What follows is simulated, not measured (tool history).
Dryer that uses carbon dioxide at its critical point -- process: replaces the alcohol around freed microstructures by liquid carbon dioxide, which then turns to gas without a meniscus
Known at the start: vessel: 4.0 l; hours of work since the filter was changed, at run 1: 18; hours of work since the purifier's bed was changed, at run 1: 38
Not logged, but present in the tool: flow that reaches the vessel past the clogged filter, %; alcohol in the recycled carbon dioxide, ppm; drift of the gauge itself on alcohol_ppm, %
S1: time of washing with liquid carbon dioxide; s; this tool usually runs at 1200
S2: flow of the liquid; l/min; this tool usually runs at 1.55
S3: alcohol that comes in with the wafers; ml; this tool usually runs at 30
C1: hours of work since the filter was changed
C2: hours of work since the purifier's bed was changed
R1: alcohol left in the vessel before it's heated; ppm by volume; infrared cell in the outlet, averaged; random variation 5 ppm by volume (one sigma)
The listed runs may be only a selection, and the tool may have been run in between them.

run 1 day=0.000 | S1=1200 S2=1.55 S3=30 | C1=18 C2=38 | R1=39
run 2 day=0.721 | S1=1200 S2=1.63 S3=30 | C1=31 C2=51 | R1=36
run 3 day=1.196 | S1=1200 S2=1.63 S3=30 | C1=40 C2=60 | R1=28
run 4 day=1.817 | S1=1200 S2=1.63 S3=24 | C1=51 C2=71 | R1=27
run 5 day=2.358 | S1=1200 S2=1.63 S3=24 | C1=61 C2=81 | R1=37
run 6 day=3.046 | S1=1200 S2=1.63 S3=24 | C1=74 C2=94 | R1=45
run 7 day=3.771 | S1=1200 S2=1.63 S3=24 | C1=87 C2=107 | R1=42

Run 8 has not been measured yet. What should we expect?
run 8 day=4.242 | S1=1200 S2=1.63 S3=24 | C1=96 C2=116 | R1=?

{"run 8": {"R1": 41}}
Without the tool's hidden state the same run would have given R1 13 ppm by volume.
